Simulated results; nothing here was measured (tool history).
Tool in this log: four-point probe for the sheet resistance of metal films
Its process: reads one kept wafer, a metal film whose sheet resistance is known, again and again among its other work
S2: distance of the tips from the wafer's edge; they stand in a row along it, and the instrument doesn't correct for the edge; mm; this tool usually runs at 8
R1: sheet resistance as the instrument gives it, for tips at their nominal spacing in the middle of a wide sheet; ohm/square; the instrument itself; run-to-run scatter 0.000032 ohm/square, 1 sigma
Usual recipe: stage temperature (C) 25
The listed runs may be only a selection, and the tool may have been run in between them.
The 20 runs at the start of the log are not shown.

{"run": 21, "hour": 581.8, "stage temperature (C)": 25, "S2": 5, "R1": 0.160794}
{"run": 22, "hour": 615.6, "stage temperature (C)": 25, "S2": 5, "R1": 0.160751}
{"run": 23, "hour": 647.2, "stage temperature (C)": 27, "S2": 3, "R1": 0.163073}
{"run": 24, "hour": 687.8, "stage temperature (C)": 27, "S2": 3, "R1": 0.163063}
{"run": 25, "hour": 722.8, "stage temperature (C)": 23, "S2": 7, "R1": 0.160189}
{"run": 26, "hour": 741.7, "stage temperature (C)": 26, "S2": 5, "R1": 0.160757}
{"run": 27, "hour": 771.7, "stage temperature (C)": 34, "S2": 39, "R1": 0.159025}
{"run": 28, "hour": 805.2, "stage temperature (C)": 20, "S2": 6, "R1": 0.160639}
{"run": 29, "hour": 840.0, "stage temperature (C)": 31, "S2": 18, "R1": 0.159207}
{"run": 30, "hour": 860.5, "stage temperature (C)": 31, "S2": 18, "R1": 0.159287}
{"run": 31, "hour": 899.2, "stage temperature (C)": 31, "S2": 18, "R1": 0.159257}
{"run": 32, "hour": 936.4, "stage temperature (C)": 21, "S2": 38, "R1": 0.159638}
{"run": 33, "hour": 954.4, "stage temperature (C)": 32, "S2": 8, "R1": 0.159653}
{"run": 34, "hour": 971.7, "stage temperature (C)": 20, "S2": 11, "R1": 0.159886}
{"run": 35, "hour": 1008.0, "stage temperature (C)": 32, "S2": 19, "R1": 0.159193}
{"run": 36, "hour": 1043.2, "stage temperature (C)": 24, "S2": 35, "R1": 0.15948}
{"run": 37, "hour": 1075.2, "stage temperature (C)": 21, "S2": 29, "R1": 0.159674}
{"run": 38, "hour": 1115.8, "stage temperature (C)": 28, "S2": 18, "R1": 0.159375}
{"run": 39, "hour": 1152.3, "stage temperature (C)": 22, "S2": 6, "R1": 0.160492}

Alternative continuations, all from the tool just after run 39; predict every row:
{"run": "A", "hour": 1184.9, "stage temperature (C)": 25, "S2": 8, "R1": "?"}
{"run": "B", "hour": 1184.9, "stage temperature (C)": 20, "S2": 10, "R1": "?"}
{"run": "C", "hour": 1184.9, "stage temperature (C)": 27, "S2": 26, "R1": "?"}

run=A R1=0.159937
run=B R1=0.160009
run=C R1=0.159411
Without the tool's unlogged condition, the same runs would have read:
run=A R1=0.159932
run=B R1=0.160004
run=C R1=0.159406

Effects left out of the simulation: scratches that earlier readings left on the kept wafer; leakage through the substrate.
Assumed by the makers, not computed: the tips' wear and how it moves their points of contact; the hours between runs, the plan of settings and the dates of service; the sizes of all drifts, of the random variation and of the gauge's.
